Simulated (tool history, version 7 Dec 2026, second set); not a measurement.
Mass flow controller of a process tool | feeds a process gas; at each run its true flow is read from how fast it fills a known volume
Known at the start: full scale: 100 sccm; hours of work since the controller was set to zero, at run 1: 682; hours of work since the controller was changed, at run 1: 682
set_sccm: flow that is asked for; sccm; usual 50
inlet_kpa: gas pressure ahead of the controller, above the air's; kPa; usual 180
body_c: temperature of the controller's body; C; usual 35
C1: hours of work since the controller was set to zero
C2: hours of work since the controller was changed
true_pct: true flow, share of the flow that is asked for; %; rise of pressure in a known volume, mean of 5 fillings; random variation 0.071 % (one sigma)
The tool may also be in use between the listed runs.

{"run": 1, "day": 0.0, "set_sccm": 50, "inlet_kpa": 180, "body_c": 35, "C1": 682, "C2": 682, "true_pct": 99.73}
{"run": 2, "day": 3.288, "set_sccm": 50, "inlet_kpa": 180, "body_c": 35, "C1": 731, "C2": 731, "true_pct": 99.68}
{"run": 3, "day": 4.983, "set_sccm": 50, "inlet_kpa": 180, "body_c": 26, "C1": 757, "C2": 757, "true_pct": 98.86}
{"run": 4, "day": 6.604, "set_sccm": 50, "inlet_kpa": 180, "body_c": 26, "C1": 782, "C2": 782, "true_pct": 98.96}
{"run": 5, "day": 9.671, "set_sccm": 19, "inlet_kpa": 180, "body_c": 35, "C1": 828, "C2": 828, "true_pct": 99.3}
{"run": 6, "day": 12.258, "set_sccm": 19, "inlet_kpa": 180, "body_c": 35, "C1": 867, "C2": 867, "true_pct": 99.12}
{"run": 7, "day": 15.525, "set_sccm": 19, "inlet_kpa": 180, "body_c": 35, "C1": 917, "C2": 917, "true_pct": 99.29}
{"run": 8, "day": 17.221, "set_sccm": 19, "inlet_kpa": 165, "body_c": 35, "C1": 942, "C2": 942, "true_pct": 99.06}
{"run": 9, "day": 19.667, "set_sccm": 15, "inlet_kpa": 180, "body_c": 35, "C1": 979, "C2": 979, "true_pct": 99.35}
{"run": 10, "day": 21.342, "set_sccm": 50, "inlet_kpa": 180, "body_c": 25, "C1": 1005, "C2": 1005, "true_pct": 98.61}
{"run": 11, "day": 23.979, "set_sccm": 50, "inlet_kpa": 180, "body_c": 25, "C1": 1045, "C2": 1045, "true_pct": 98.74}
{"run": 12, "day": 25.562, "set_sccm": 50, "inlet_kpa": 156, "body_c": 35, "C1": 1069, "C2": 1069, "true_pct": 99.48}
{"run": 13, "day": 27.875, "set_sccm": 50, "inlet_kpa": 156, "body_c": 35, "C1": 1104, "C2": 1104, "true_pct": 99.36}
{"run": 14, "day": 29.708, "set_sccm": 50, "inlet_kpa": 156, "body_c": 35, "C1": 1131, "C2": 1131, "true_pct": 99.47}
{"run": 15, "day": 32.517, "set_sccm": 50, "inlet_kpa": 180, "body_c": 35, "C1": 1174, "C2": 1174, "true_pct": 99.61}
{"run": 16, "day": 34.379, "set_sccm": 50, "inlet_kpa": 201, "body_c": 35, "C1": 1202, "C2": 1202, "true_pct": 99.63}
{"run": 17, "day": 36.058, "set_sccm": 50, "inlet_kpa": 201, "body_c": 35, "C1": 1228, "C2": 1228, "true_pct": 99.7}
{"run": 18, "day": 37.667, "set_sccm": 50, "inlet_kpa": 201, "body_c": 35, "C1": 1252, "C2": 1252, "true_pct": 99.73}
{"run": 19, "day": 39.825, "set_sccm": 12, "inlet_kpa": 212, "body_c": 36, "C1": 1284, "C2": 1284, "true_pct": 99.76}
{"run": 20, "day": 41.221, "set_sccm": 27, "inlet_kpa": 180, "body_c": 33, "C1": 1306, "C2": 1306, "true_pct": 98.93}
{"run": 21, "day": 43.342, "set_sccm": 81, "inlet_kpa": 158, "body_c": 35, "C1": 1338, "C2": 1338, "true_pct": 99.89}
{"run": 22, "day": 45.062, "set_sccm": 22, "inlet_kpa": 159, "body_c": 21, "C1": 1364, "C2": 1364, "true_pct": 97.77}

Run 23 comes next. What will it give?
{"run": 23, "day": 47.896, "set_sccm": 26, "inlet_kpa": 159, "body_c": 20, "C1": 1407, "C2": 1407, "true_pct": "?"}

Run 23 gave true_pct 97.64 %.
Without the tool's hidden state the same run would have given true_pct 97.68 %.

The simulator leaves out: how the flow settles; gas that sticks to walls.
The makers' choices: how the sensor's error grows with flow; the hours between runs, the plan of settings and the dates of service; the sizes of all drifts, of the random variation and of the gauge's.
